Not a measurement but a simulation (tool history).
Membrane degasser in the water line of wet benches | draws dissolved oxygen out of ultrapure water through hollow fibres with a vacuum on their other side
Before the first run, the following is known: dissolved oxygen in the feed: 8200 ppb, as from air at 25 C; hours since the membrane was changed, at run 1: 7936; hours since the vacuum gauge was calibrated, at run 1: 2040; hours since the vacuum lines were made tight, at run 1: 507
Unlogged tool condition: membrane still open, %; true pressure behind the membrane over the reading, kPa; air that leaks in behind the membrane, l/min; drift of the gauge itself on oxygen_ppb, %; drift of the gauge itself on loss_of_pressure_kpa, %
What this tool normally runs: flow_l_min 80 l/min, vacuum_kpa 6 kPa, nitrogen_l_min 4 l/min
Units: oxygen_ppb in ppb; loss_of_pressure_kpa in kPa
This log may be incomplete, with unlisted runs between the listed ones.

run	day	flow_l_min	vacuum_kpa	nitrogen_l_min	hours since the membrane was changed	hours since the vacuum gauge was calibrated	hours since the vacuum lines were made tight	oxygen_ppb	loss_of_pressure_kpa
1	0	80	6	4	7936	2040	507	230.5	34.28
2	5.312	80	6	4	8063	2168	635	225.3	34.21
# day 12.792: membrane cartridge changed
3	14.262	80	6	4	35	2378	846	196.8	31.4
4	20.438	80	6	4	184	2527	994	199.2	31.43
5	28.029	80	6	4	366	2709	1176	197.7	31.51
6	34.967	80	6	5.97	532	2875	1342	161.2	31.44
7	43.988	80	6	4	749	3092	1559	201.4	31.68
8	50.112	120	6	4	896	3239	1706	449.5	47.3
9	56.246	120	6	4	1043	3386	1853	448.2	47.58
10	61.675	80	6	4	1173	3516	1984	203.3	31.7
# day 62.254: vacuum gauge calibrated
11	67.262	80	12.45	4	1307	120	2117	475	31.5
12	75.471	80	12.45	4	1504	317	2314	471.8	31.64
13	83.308	80	6	4	1692	505	2502	209.9	31.81
14	88.779	77	3.75	9.83	1823	637	2633	80.8	30.95
15	95.638	55	4.73	9.83	1988	801	2798	38.6	22.32
16	102.454	80	6.14	3.96	2151	965	2962	215.9	32.2
# day 105.162: seals of the vacuum lines changed
17	110.671	58	6	9.77	2347	1160	132	63.5	23.21
# day 113.304: vacuum gauge calibrated, once more
18	117.654	68	4.1	1.61	2514	104	299	115.8	27.15
19	123.221	68	13.98	1.61	2647	238	433	857.6	27.61
20	129.15	90	12.56	5.81	2790	380	575	433.1	36.41
21	133.017	90	12.56	5.81	2882	473	668	431.8	36.45
22	140.842	90	12.56	5.81	3070	661	856	428	36.52
23	144.988	90	12.56	5.81	3170	760	955	438.2	36.5
24	150.021	80	10.83	4	3290	881	1076	404.2	32.59
25	158.171	80	10.83	4	3486	1077	1272	405.1	32.57

Here are 3 independent what-if runs from the current tool condition. What would each one return?
A	161.962	122	6.98	2.64	3577	1168	1363	?	?
B	161.962	52	9.97	11.15	3577	1168	1363	?	?
C	161.962	80	8.17	5.57	3577	1168	1363	?	?

run	oxygen_ppb	loss_of_pressure_kpa
A	650.1	49.6
B	89.6	21.26
C	245.8	32.45
The same runs, with their run-to-run variation unchanged, on a tool lacking any hidden condition would have given:
run	oxygen_ppb	loss_of_pressure_kpa
A	609.3	47.68
B	86.2	20.44
C	230.7	31.2
